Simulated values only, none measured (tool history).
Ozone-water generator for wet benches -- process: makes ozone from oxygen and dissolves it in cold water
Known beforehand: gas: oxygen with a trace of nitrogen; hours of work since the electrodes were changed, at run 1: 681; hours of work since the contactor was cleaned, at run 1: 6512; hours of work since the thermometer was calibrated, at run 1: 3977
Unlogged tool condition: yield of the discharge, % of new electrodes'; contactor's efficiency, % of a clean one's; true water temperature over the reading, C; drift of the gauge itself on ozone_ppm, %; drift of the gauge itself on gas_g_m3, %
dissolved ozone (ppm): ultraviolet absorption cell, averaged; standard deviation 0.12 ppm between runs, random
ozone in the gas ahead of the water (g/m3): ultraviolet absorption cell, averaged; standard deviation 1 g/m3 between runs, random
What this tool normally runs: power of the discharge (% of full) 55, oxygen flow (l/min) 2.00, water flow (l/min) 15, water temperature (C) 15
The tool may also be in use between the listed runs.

| run | hour | power of the discharge (% of full) | oxygen flow (l/min) | water flow (l/min) | water temperature (C) | hours of work since the electrodes were changed | hours of work since the contactor was cleaned | hours of work since the thermometer was calibrated | dissolved ozone (ppm) | ozone in the gas ahead of the water (g/m3) |
|---|---|---|---|---|---|---|---|---|---|---|
| 1 | 0.0 | 55 | 2.00 | 15 | 15 | 681 | 6512 | 3977 | 9.3 | 169.4 |
| 2 | 52.7 | 55 | 2.00 | 15 | 15 | 722 | 6553 | 4018 | 9.2 | 171.4 |
| 3 | 95.2 | 55 | 2.00 | 15 | 15 | 756 | 6587 | 4052 | 9.4 | 168.9 |
| 4 | 142.1 | 60 | 2.00 | 15 | 15 | 793 | 6624 | 4089 | 9.9 | 183.3 |
| 5 | 192.0 | 60 | 2.46 | 15 | 15 | 832 | 6663 | 4128 | 10.0 | 160.5 |
| 6 | 230.9 | 55 | 2.00 | 14 | 15 | 863 | 6694 | 4159 | 9.8 | 168.9 |
| 7 | 255.2 | 44 | 1.25 | 17 | 11 | 882 | 6713 | 4178 | 6.3 | 192.5 |
| 8 | 277.1 | 43 | 2.03 | 17 | 11 | 899 | 6730 | 4195 | 6.5 | 134.8 |
| 9 | 316.6 | 43 | 2.03 | 17 | 11 | 930 | 6761 | 4226 | 6.4 | 134.7 |
| 10 | 358.4 | 43 | 2.03 | 17 | 11 | 963 | 6794 | 4259 | 6.5 | 133.8 |

Consider 4 possible next runs. They are alternatives, not a sequence: every one starts from the tool as it was left by run 10. What does each give?
| A | 404.9 | 43 | 2.71 | 17 | 11 | 1000 | 6831 | 4296 | ? | ? |
| B | 404.9 | 72 | 2.00 | 15 | 12 | 1000 | 6831 | 4296 | ? | ? |
| C | 404.9 | 97 | 2.03 | 17 | 11 | 1000 | 6831 | 4296 | ? | ? |
| D | 404.9 | 43 | 2.03 | 17 | 13 | 1000 | 6831 | 4296 | ? | ? |

| run | dissolved ozone (ppm) | ozone in the gas ahead of the water (g/m3) |
|---|---|---|
| A | 6.6 | 110.5 |
| B | 12.0 | 218.3 |
| C | 13.7 | 280.9 |
| D | 6.5 | 133.0 |
Stripped of hidden state, with their random variation kept, the same runs would have yielded:
| run | dissolved ozone (ppm) | ozone in the gas ahead of the water (g/m3) |
|---|---|---|
| A | 7.3 | 111.7 |
| B | 13.3 | 223.0 |
| C | 15.2 | 288.6 |
| D | 7.1 | 134.5 |

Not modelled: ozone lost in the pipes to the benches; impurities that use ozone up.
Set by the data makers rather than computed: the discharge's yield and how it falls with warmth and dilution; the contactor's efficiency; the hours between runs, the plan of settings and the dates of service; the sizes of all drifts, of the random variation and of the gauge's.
